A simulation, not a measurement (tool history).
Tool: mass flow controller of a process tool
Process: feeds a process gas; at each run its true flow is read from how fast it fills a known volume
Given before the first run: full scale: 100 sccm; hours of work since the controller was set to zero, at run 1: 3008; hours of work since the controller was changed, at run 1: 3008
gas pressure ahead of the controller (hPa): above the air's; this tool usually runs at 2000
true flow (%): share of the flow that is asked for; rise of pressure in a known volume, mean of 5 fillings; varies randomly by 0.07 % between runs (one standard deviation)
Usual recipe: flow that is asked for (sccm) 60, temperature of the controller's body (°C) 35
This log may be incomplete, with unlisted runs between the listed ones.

run,hour,flow that is asked for (sccm),gas pressure ahead of the controller (hPa),temperature of the controller's body (°C),hours of work since the controller was set to zero,hours of work since the controller was changed,true flow (%)
1,0.0,60,2000,35,3008,3008,98.86
2,54.4,60,2000,35,3041,3041,98.64
3,176.4,60,2000,35,3115,3115,98.77
4,251.3,60,2000,35,3160,3160,98.77
5,368.4,60,2000,35,3231,3231,98.79
6,469.7,60,2000,35,3292,3292,98.75
7,586.5,69,2000,35,3362,3362,99.07
8,680.2,69,2000,35,3419,3419,98.97
9,784.0,69,2000,35,3481,3481,99.11
10,873.1,69,2000,35,3535,3535,99.14
11,982.2,57,2000,35,3601,3601,98.70
12,1077.3,55,2000,35,3658,3658,98.73
13,1154.6,55,1480,35,3705,3705,99.00
14,1266.8,55,1480,35,3772,3772,99.20
15,1385.7,55,1480,35,3844,3844,98.99
16,1441.0,55,1480,35,3877,3877,99.14
17,1542.1,14,1480,39,3938,3938,96.27
18,1653.3,14,1480,39,4005,4005,96.42
19,1772.1,14,1480,39,4077,4077,96.18
20,1828.8,14,1480,39,4111,4111,96.27
21,1885.5,14,2740,39,4145,4145,95.57
22,1983.1,59,2000,26,4204,4204,99.50
23,2114.1,17,2000,35,4283,4283,96.70
24,2229.0,97,1740,24,4352,4352,100.39
25,2358.4,97,1740,24,4430,4430,100.40
26,2445.4,49,2250,30,4483,4483,98.78
27,2575.0,34,1960,28,4561,4561,98.55
28,2652.1,34,2400,28,4608,4608,98.26
29,2707.9,17,1960,29,4641,4641,97.11

Predict each of these 5 candidate next runs independently; none follows another, all start after run 29:
A,2791.5,20,2350,30,4692,4692,?
B,2791.5,60,1520,35,4692,4692,?
C,2791.5,10,1960,31,4692,4692,?
D,2791.5,13,2000,35,4692,4692,?
E,2791.5,13,2000,32,4692,4692,?

run,true flow (%)
A,97.08
B,99.12
C,94.84
D,95.59
E,95.93
Without the tool's unlogged condition, the same runs would have read:
run,true flow (%)
A,98.61
B,99.19
C,98.57
D,98.31
E,98.64
